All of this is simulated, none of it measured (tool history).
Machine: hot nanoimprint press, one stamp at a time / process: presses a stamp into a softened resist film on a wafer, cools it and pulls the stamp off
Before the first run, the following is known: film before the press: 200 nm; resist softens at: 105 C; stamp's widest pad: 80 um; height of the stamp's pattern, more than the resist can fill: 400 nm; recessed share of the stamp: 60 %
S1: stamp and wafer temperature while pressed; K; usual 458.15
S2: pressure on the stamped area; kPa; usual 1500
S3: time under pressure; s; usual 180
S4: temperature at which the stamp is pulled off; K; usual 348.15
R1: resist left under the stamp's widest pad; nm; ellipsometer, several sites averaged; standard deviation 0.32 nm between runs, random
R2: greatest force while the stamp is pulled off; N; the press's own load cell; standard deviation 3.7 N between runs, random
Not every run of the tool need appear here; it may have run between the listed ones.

run,hour,S1,S2,S3,S4,R1,R2
1,0,458.15,1500,180,348.15,75,214
2,6.2,458.15,1530,180,348.15,74.8,212
3,16.7,458.15,1530,180,348.15,73.8,226
4,25.4,458.15,1500,180,348.15,75.5,223
5,36.2,458.15,1500,180,348.15,75.4,224
6,40.7,458.15,1500,180,348.15,74.6,220
7,51.5,458.15,1500,180,348.15,75,223
8,61.1,458.15,1500,180,348.15,75.4,226
9,68.6,458.15,1500,344,348.15,59.1,229
10,78.3,458.15,1500,189,348.15,73.3,221
11,87.4,458.15,1500,189,348.15,74,220
12,97.3,458.15,1500,180,348.15,75.2,230
13,103.5,458.15,1500,180,348.15,74.7,224
14,114.2,458.15,1500,277,348.15,64.6,233
15,118.8,458.15,1500,277,348.15,64,231
16,124.3,458.15,1500,277,348.15,64,227
17,130.2,450.15,1370,178,342.15,111.1,270
18,137,450.15,2060,180,348.15,90.2,232
19,142.8,458.15,2030,180,348.15,62.8,235
20,152.4,462.15,1940,136,348.15,59.4,235
21,161.5,453.15,2090,153,348.15,82.2,243
22,167.4,454.15,1500,241,349.15,80.6,226
23,173.8,454.15,1500,241,349.15,80.8,220
24,182.4,448.15,1630,160,340.15,114.8,298
25,193.2,448.15,1630,160,340.15,114.7,305

Run 26 has not been measured yet. What should we expect?
26,199.9,458.15,1500,107,341.15,?,?

R1: 89.8 nm
R2: 292 N
With no hidden state in the tool, this same run would have given R1 93.8 nm, R2 214 N.
